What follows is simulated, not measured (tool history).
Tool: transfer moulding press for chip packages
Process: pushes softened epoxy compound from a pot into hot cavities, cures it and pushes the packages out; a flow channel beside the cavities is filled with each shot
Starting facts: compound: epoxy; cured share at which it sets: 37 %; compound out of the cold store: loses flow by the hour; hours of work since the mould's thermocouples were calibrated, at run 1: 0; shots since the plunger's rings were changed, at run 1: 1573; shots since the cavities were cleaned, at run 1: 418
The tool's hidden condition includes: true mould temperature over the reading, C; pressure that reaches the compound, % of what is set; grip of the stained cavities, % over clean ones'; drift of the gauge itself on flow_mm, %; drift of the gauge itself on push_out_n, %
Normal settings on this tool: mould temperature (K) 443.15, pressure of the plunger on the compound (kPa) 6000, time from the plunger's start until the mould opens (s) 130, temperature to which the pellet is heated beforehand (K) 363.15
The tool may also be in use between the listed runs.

run,hour,mould temperature (K),pressure of the plunger on the compound (kPa),time from the plunger's start until the mould opens (s),temperature to which the pellet is heated beforehand (K),hours of work since the mould's thermocouples were calibrated,shots since the plunger's rings were changed,shots since the cavities were cleaned,incoming compound's hours out of the cold store,length that the compound runs in the flow channel (mm),greatest force on the pins that push the packages out (N)
1,0,443.15,6000,130,363.15,0,1573,418,17.5,572,342
2,18.9,443.15,6000,130,363.15,12,1754,599,36.1,542,359
3,51.2,443.15,6000,130,363.15,31,2063,908,29.1,550,381
# hour 78.8: cavities cleaned with cleaning compound and waxed
4,82,443.15,5540,130,363.15,49,2344,30,31.9,524,272
5,117.3,443.15,6000,130,355.15,71,2683,369,36.5,533,343
6,151,444.15,6000,130,355.15,91,3006,692,8.1,573,363
7,180.4,444.15,6000,130,366.15,109,3288,974,44.3,513,363
# hour 202.8: cavities cleaned with cleaning compound and waxed
8,202.8,443.15,7420,130,363.15,122,3488,0,30.6,594,257
9,218.8,443.15,7420,130,363.15,132,3641,153,45.5,575,283
10,234.9,443.15,7420,130,363.15,142,3795,307,26,602,311
11,255.7,443.15,7420,130,363.15,154,3994,506,37.5,588,337
12,291,443.15,7420,126,363.15,176,4333,845,12.8,618,389
13,306.2,443.15,7420,126,363.15,185,4479,991,33.5,588,413
# hour 326.8: cavities cleaned with cleaning compound and waxed
14,340.8,443.15,7420,126,363.15,206,4796,134,15.9,611,311
15,360.7,441.15,5370,130,365.15,218,4986,324,39.2,493,343
# hour 365.5: mould's thermocouples calibrated
16,398.5,441.15,4880,132,365.15,20,5330,668,22.9,486,386
17,423.9,447.15,4810,112,356.15,36,5573,911,29.5,465,390
# hour 453.1: cavities cleaned with cleaning compound and waxed
18,457.8,444.15,5300,148,370.15,55,5883,44,14.3,506,256
19,488.4,438.15,7130,167,370.15,74,6177,338,15.4,600,302
# hour 500.5: mould's thermocouples calibrated, once more
20,520,437.15,4670,125,362.15,12,6460,621,35.3,461,553
# hour 533.5: plunger's sealing rings changed
21,554.1,437.15,4670,125,362.15,31,198,924,38.8,493,561
# hour 579.8: cavities cleaned with cleaning compound and waxed
22,579.8,447.15,5160,147,363.15,46,430,0,12,530,221
23,609.4,445.15,5650,126,361.15,64,714,284,13.5,555,314
24,633.2,451.15,7130,153,364.15,79,942,512,21.5,599,293
25,660,446.15,6460,119,362.15,95,1199,769,16.2,588,363
26,678.9,444.15,6460,119,372.15,107,1380,950,40.9,555,395
27,699,442.15,6250,116,363.15,119,1572,1142,45.3,541,472

What if the next run were any one of these 5? Each begins from the tool's condition after run 27:
# hour 702.5: cavities cleaned with cleaning compound and waxed
A,721,443.15,6000,154,363.15,131,1768,177,37.8,?,?
# hour 702.5: cavities cleaned with cleaning compound and waxed
B,721,438.15,6000,130,358.15,131,1768,177,23,?,?
# hour 702.5: cavities cleaned with cleaning compound and waxed
C,721,443.15,6120,136,363.15,131,1768,177,45.1,?,?
# hour 702.5: cavities cleaned with cleaning compound and waxed
D,721,446.15,4600,130,363.15,131,1768,177,28.9,?,?
# hour 702.5: cavities cleaned with cleaning compound and waxed
E,721,435.15,6250,128,363.15,131,1768,177,30.5,?,?

run,length that the compound runs in the flow channel (mm),greatest force on the pins that push the packages out (N)
A,540,270
B,573,419
C,535,288
D,478,271
E,576,499
What these runs would have given with no unlogged condition in the tool:
run,length that the compound runs in the flow channel (mm),greatest force on the pins that push the packages out (N)
A,554,233
B,588,364
C,549,249
D,491,234
E,591,432
